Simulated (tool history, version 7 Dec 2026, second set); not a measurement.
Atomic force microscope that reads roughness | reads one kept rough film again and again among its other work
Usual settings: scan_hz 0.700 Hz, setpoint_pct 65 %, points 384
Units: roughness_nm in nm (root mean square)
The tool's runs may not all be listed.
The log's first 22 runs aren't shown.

run,hour,scan_hz,setpoint_pct,points,roughness_nm
23,218.4,1.307,68,295,3.360
24,225.0,1.307,66,1006,3.427
# hour 234.9: new tip fitted
25,235.5,1.640,71,870,3.643
26,249.8,1.640,71,870,3.626
27,255.7,1.640,80,383,3.423
28,264.9,1.384,80,1004,3.498
29,271.2,1.384,80,1004,3.472
30,277.2,1.384,80,1004,3.471
31,284.2,1.384,63,679,3.685
32,296.8,1.384,63,1014,3.669
33,304.4,0.626,70,458,3.692
34,313.3,0.626,68,980,3.735
35,327.0,0.926,60,384,3.681
36,335.6,1.878,60,384,3.565
37,345.4,1.878,60,384,3.546
38,352.1,0.700,90,384,3.340
39,363.6,1.032,65,348,3.546
40,369.7,1.453,65,543,3.470
41,380.5,0.898,55,574,3.590
42,387.5,1.046,63,276,3.514
43,401.3,2.116,65,475,3.341

4 ways to go on from here, each from the tool as it stands after run 43. What would each give?
A,408.8,1.329,68,730,?
B,408.8,2.116,74,563,?
C,408.8,3.777,69,694,?
D,408.8,1.239,81,450,?

run,roughness_nm
A,3.386
B,3.205
C,3.066
D,3.235
Without the tool's hidden state the same runs would have given:
run,roughness_nm
A,3.709
B,3.510
C,3.358
D,3.544
